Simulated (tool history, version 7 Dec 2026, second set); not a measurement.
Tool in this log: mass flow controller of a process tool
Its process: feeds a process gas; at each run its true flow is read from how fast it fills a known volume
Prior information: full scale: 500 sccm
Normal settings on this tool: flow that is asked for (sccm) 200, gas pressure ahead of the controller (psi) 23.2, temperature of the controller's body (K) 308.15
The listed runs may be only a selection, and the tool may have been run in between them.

run    hour  flow that is asked for (sccm)  gas pressure ahead of the controller (psi)  temperature of the controller's body (K)  true flow (%)
  1       0                            200                                        23.2                                    308.15          99.75
  2   129.5                            200                                        23.2                                    306.15          99.93
  3   272.3                            200                                        23.2                                    308.15           99.7
  4   355.1                            200                                        23.2                                    308.15          99.79
  5   483.3                            200                                        23.2                                    308.15          99.87
  6   595.9                            200                                        23.2                                    308.15          99.74
  7   680.9                            200                                        23.2                                    312.15          99.51
  8   792.7                             69                                        23.2                                    293.15         102.23
  9   888.3                             69                                        23.2                                    293.15         102.23
      896.9  -- controller's zero set anew
 10  1025.5                             69                                        23.2                                    293.15          103.7
 11  1158.5                            179                                        21.6                                    308.15         100.44
 12  1255.6                            179                                        21.6                                    308.15          100.5
     1302.9  -- controller's zero set anew, once more
 13  1398.9                            200                                        24.7                                    302.15          99.51
 14  1487.5                            200                                        24.7                                    302.15          99.84

Branching from run 14: 5 alternative next runs. What would each branch give?
  A  1621.2                            267                                        22.9                                    302.15              ?
  B  1621.2                            449                                        22.3                                    300.15              ?
  C  1621.2                            200                                        32.8                                    308.15              ?
  D  1621.2                            124                                        23.2                                    299.15              ?
  E  1621.2                            192                                        28.1                                    295.15              ?

run  true flow (%)
  A          99.69
  B         100.15
  C          99.47
  D          99.92
  E         100.31
With the hidden condition removed and each run's random variation left untouched, the same runs would have given:
run  true flow (%)
  A          99.17
  B          99.69
  C           98.9
  D          99.23
  E          99.74
